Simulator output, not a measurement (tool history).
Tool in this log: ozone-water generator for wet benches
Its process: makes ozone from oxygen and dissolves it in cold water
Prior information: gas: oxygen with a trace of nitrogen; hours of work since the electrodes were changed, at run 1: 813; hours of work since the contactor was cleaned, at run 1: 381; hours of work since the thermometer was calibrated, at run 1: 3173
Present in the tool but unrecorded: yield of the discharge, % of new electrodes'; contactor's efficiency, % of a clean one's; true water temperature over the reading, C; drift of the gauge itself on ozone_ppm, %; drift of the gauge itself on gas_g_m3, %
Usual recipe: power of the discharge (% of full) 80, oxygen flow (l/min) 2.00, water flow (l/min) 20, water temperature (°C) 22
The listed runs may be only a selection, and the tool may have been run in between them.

run	hour	power of the discharge (% of full)	oxygen flow (l/min)	water flow (l/min)	water temperature (°C)	hours of work since the electrodes were changed	hours of work since the contactor was cleaned	hours of work since the thermometer was calibrated	dissolved ozone (ppm)	ozone in the gas ahead of the water (g/m3)
1	0.0	80	2.00	20	22	813	381	3173	16.0	297.3
2	48.8	80	2.00	20	22	853	422	3213	16.0	295.5
3	104.2	80	1.69	20	22	899	468	3259	15.4	326.1
4	181.1	80	1.69	20	22	963	531	3323	15.3	330.0
5	227.5	80	2.00	20	22	1001	570	3361	15.8	296.5
6	304.1	80	1.12	20	22	1065	633	3425	13.6	404.5
7	345.4	80	1.12	20	22	1099	668	3459	13.8	405.0
8	405.7	48	2.00	20	22	1149	718	3509	11.5	222.8
9	454.4	80	2.00	20	22	1189	758	3549	15.9	298.3
10	505.5	80	2.00	20	22	1232	800	3592	15.8	296.3
11	563.0	80	2.00	20	22	1279	848	3639	15.7	298.4
12	609.0	80	2.00	20	22	1317	886	3678	15.8	297.2
13	699.4	80	2.00	20	21	1392	961	3753	15.9	296.3
14	796.4	80	2.00	20	21	1473	1041	3833	15.9	294.2
15	835.7	68	2.00	20	22	1505	1074	3866	14.3	270.7
16	905.8	68	2.00	20	22	1564	1132	3924	14.2	270.3
17	966.1	68	2.00	20	22	1613	1182	3974	14.0	267.4
18	1011.0	68	2.00	31	22	1651	1219	4011	8.8	268.3
19	1053.0	97	1.57	31	22	1685	1254	4046	10.2	380.4
20	1094.2	97	1.57	31	22	1720	1288	4080	10.3	378.0
21	1177.1	64	2.99	20	22	1788	1357	4149	14.7	211.1
# hour 1184.8: water thermometer calibrated
22	1234.2	51	1.76	16	19	1835	1404	41	14.6	241.4
23	1276.8	51	1.76	16	19	1871	1439	76	15.1	240.9
24	1373.1	51	2.24	23	21	1950	1519	156	10.7	213.1
25	1452.7	51	2.24	23	21	2016	1585	222	10.6	213.5
# hour 1479.9: water thermometer calibrated, once more
26	1545.0	95	1.51	31	19	2093	1661	54	10.1	375.2
27	1602.1	45	1.51	32	19	2140	1708	101	6.3	241.6
28	1672.8	63	2.32	19	25	2198	1767	160	14.0	235.6
29	1712.8	80	3.33	26	22	2232	1800	193	13.2	224.2
30	1796.3	80	1.09	26	22	2301	1869	262	9.7	399.8
31	1845.5	80	1.08	25	16	2342	1910	303	10.3	407.4
32	1900.4	55	1.17	27	26	2387	1956	349	7.5	311.0
33	1990.2	51	2.11	14	26	2462	2030	423	15.9	218.3

Branching from run 33: 3 alternative next runs. What would each branch give?
A	2041.7	51	1.40	14	18	2504	2073	466	?	?
B	2041.7	54	2.11	14	26	2504	2073	466	?	?
C	2041.7	51	2.66	23	24	2504	2073	466	?	?

run	dissolved ozone (ppm)	ozone in the gas ahead of the water (g/m3)
A	15.9	271.8
B	16.6	223.9
C	10.8	193.4
Had the tool no hidden state, the same runs would have come out as:
run	dissolved ozone (ppm)	ozone in the gas ahead of the water (g/m3)
A	16.7	279.3
B	17.4	230.4
C	11.3	198.7
